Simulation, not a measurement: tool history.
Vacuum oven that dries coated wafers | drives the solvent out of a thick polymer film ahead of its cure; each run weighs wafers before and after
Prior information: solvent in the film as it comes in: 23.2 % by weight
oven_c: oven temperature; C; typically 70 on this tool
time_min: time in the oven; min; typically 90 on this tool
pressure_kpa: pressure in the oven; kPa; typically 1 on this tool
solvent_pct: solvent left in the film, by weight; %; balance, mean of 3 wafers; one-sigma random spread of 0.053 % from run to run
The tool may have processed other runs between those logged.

run     day  oven_c  time_min  pressure_kpa  solvent_pct
  1       0      70        90             1         2.61
  2   1.604      70        90          2.83         4.07
  3   3.067      70        90             1         2.66
      4.496  -- oven's thermocouples calibrated
  4   4.854      78        90             1         0.97
  5   6.133      78        90             1         0.89
  6   8.579      78        90             1         1.03
  7  11.033      78        90             1         1.13
  8  12.346      78        90             1         1.01
  9  13.958      78        90             1            1
 10  16.008      78        90             1         1.07
 11  17.267      78        90             1         0.99
 12  19.171      78        90             1         1.11
 13  20.458      78        90             1         1.07
 14  22.375      78        90             1         1.09
 15  24.092      68       137             1         1.88
 16  25.612      65       137           0.7         2.53
 17  26.712      85       129           0.7         0.61
 18  28.817      85        49          1.03         0.93
 19  30.396      56       111          0.62         8.04
 20  32.446      70        90             1         2.56
 21  34.167      70        90             1         2.63
 22  35.683      57       133          2.71         9.11
 23  37.629      57       133          2.71         9.04
 24  38.829      57       133          2.71         9.08
 25  40.717      57       133          2.71         9.06

Branching from run 25: 5 alternative next runs. What would each branch give?
  A  43.2      57       133          0.94            ?
  B  43.2      58        78             1            ?
  C  43.2      73       145             1            ?
  D  43.2      70        90          1.24            ?
  E  43.2      56        79          2.27            ?

run  solvent_pct
  A         7.17
  B         9.69
  C         1.46
  D         2.87
  E        12.19
Stripped of hidden state, with their random variation kept, the same runs would have yielded:
run  solvent_pct
  A         5.39
  B         8.12
  C         0.76
  D         1.84
  E        10.59
